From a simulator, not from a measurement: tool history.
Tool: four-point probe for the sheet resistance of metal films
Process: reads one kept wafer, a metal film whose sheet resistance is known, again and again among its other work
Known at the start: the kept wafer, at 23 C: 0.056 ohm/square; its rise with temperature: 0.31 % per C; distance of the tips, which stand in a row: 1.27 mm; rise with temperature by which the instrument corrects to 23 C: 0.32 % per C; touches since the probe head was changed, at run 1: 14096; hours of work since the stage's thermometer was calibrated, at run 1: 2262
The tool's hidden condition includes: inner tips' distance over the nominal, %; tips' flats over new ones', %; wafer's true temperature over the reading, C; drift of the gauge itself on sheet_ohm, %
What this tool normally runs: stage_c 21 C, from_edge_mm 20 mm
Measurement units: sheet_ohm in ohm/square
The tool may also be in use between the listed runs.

run   hour  stage_c  from_edge_mm  touches since the probe head was changed  hours of work since the stage's thermometer was calibrated  sheet_ohm
  1    0.0       21            20                                     14096                                                        2262   0.055952
  2   16.9       21            20                                     14512                                                        2270   0.055933
  3   30.6       21            20                                     14852                                                        2277   0.055941
  4   49.6       21            20                                     15318                                                        2286   0.055956
  5   67.0       21            44                                     15749                                                        2294   0.055862
  6   79.6       21            20                                     16059                                                        2300   0.055922
  7   93.5       21            20                                     16401                                                        2307   0.055936
  8  111.3       21            20                                     16841                                                        2316   0.055960
  9  129.7       21            20                                     17295                                                        2325   0.055946
 10  145.6       21            20                                     17686                                                        2332   0.055942
 11  157.6       21            20                                     17983                                                        2338   0.055937
 12  166.7       21            20                                     18207                                                        2342   0.055943
 13  175.0       21            20                                     18412                                                        2346   0.055949
 14  191.6       21            20                                     18821                                                        2354   0.055938
 15  209.4       21            20                                     19261                                                        2363   0.055952
 16  225.7       21            70                                     19662                                                        2371   0.055817
 17  234.8       21            70                                     19888                                                        2375   0.055835
 18  254.4       21             5                                     20369                                                        2384   0.057702
 19  266.3       22            20                                     20664                                                        2390   0.055950
 20  280.4       26            36                                     21012                                                        2397   0.055810
 21  297.1       26            36                                     21423                                                        2405   0.055805
 22  317.2       26            36                                     21919                                                        2414   0.055793
 23  335.5       22             3                                     22370                                                        2423   0.060686
 24  356.0       34             5                                     22875                                                        2433   0.057538
 25  370.5       34             5                                     23235                                                        2440   0.057559
 26  389.8       29             6                                     23711                                                        2449   0.057054
 27  407.9       31            26                                     24155                                                        2458   0.055794
 28  422.0       31            26                                     24505                                                        2465   0.055790
 29  430.8       33            68                                     24722                                                        2469   0.055727
 30  451.0       33            68                                     25219                                                        2479   0.055723
     455.9  -- stage's thermometer calibrated
 31  462.2       19             7                                     25483                                                           3   0.056741
 32  472.1       19             7                                     25728                                                           8   0.056755
 33  490.8       19             9                                     26188                                                          17   0.056376

Branching from run 33: 5 alternative next runs. What would each branch give?
  A  508.8       20            38                                     26632                                                          25          ?
  B  508.8       31             4                                     26632                                                          25          ?
  C  508.8       32             9                                     26632                                                          25          ?
  D  508.8       21            20                                     26632                                                          25          ?
  E  508.8       20            53                                     26632                                                          25          ?

run  sheet_ohm
  A   0.055795
  B   0.058519
  C   0.056242
  D   0.055882
  E   0.055791
Without the tool's hidden state the same runs would have given:
run  sheet_ohm
  A   0.056061
  B   0.058797
  C   0.056510
  D   0.056149
  E   0.056057
